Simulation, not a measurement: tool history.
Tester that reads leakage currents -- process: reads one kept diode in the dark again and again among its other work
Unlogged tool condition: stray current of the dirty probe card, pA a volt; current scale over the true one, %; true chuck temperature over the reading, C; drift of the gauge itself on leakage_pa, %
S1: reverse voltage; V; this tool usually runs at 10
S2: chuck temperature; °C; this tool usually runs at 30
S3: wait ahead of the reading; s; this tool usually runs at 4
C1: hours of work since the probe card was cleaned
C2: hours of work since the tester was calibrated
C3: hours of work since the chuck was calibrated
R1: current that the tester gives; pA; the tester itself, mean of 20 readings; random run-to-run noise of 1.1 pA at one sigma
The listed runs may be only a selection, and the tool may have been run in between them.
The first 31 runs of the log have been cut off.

run 32 hour=3650.1 | S1=14.4 S2=23 S3=3.13 | C1=1136 C2=2778 C3=147 | R1=250.53
run 33 hour=3735.5 | S1=4.9 S2=47 S3=1.33 | C1=1173 C2=2815 C3=183 | R1=985.47
run 34 hour=3905.9 | S1=1.3 S2=30 S3=3.93 | C1=1246 C2=2888 C3=256 | R1=174.96
run 35 hour=4001.5 | S1=1.3 S2=30 S3=3.93 | C1=1287 C2=2929 C3=297 | R1=175.04
run 36 hour=4157.1 | S1=1.3 S2=30 S3=3.93 | C1=1354 C2=2996 C3=364 | R1=175.07
run 37 hour=4335.8 | S1=1.3 S2=30 S3=3.93 | C1=1430 C2=3072 C3=441 | R1=175.25
run 38 hour=4496.7 | S1=1 S2=30 S3=3.02 | C1=1499 C2=3141 C3=510 | R1=158.8
run 39 hour=4642.1 | S1=5.1 S2=25 S3=0.4 | C1=1562 C2=3204 C3=572 | R1=201
run 40 hour=4731.1 | S1=10 S2=32 S3=0.45 | C1=1600 C2=3242 C3=610 | R1=442.37

Each row is a separate what-if for the run after 40, all from the same tool condition, not one after another. Results?
run A hour=4870.3 | S1=10.2 S2=46 S3=0.4 | C1=1659 C2=3301 C3=670 | R1=?
run B hour=4870.3 | S1=10 S2=22 S3=7.83 | C1=1659 C2=3301 C3=670 | R1=?
run C hour=4870.3 | S1=4.3 S2=37 S3=6.12 | C1=1659 C2=3301 C3=670 | R1=?
run D hour=4870.3 | S1=10 S2=32 S3=8.94 | C1=1659 C2=3301 C3=670 | R1=?

run=A R1=1216.35
run=B R1=201.7
run=C R1=463.46
run=D R1=439.66
With no hidden state in the tool, these same runs would have given:
run=A R1=1215.73
run=B R1=201.46
run=C R1=463.21
run=D R1=439.33
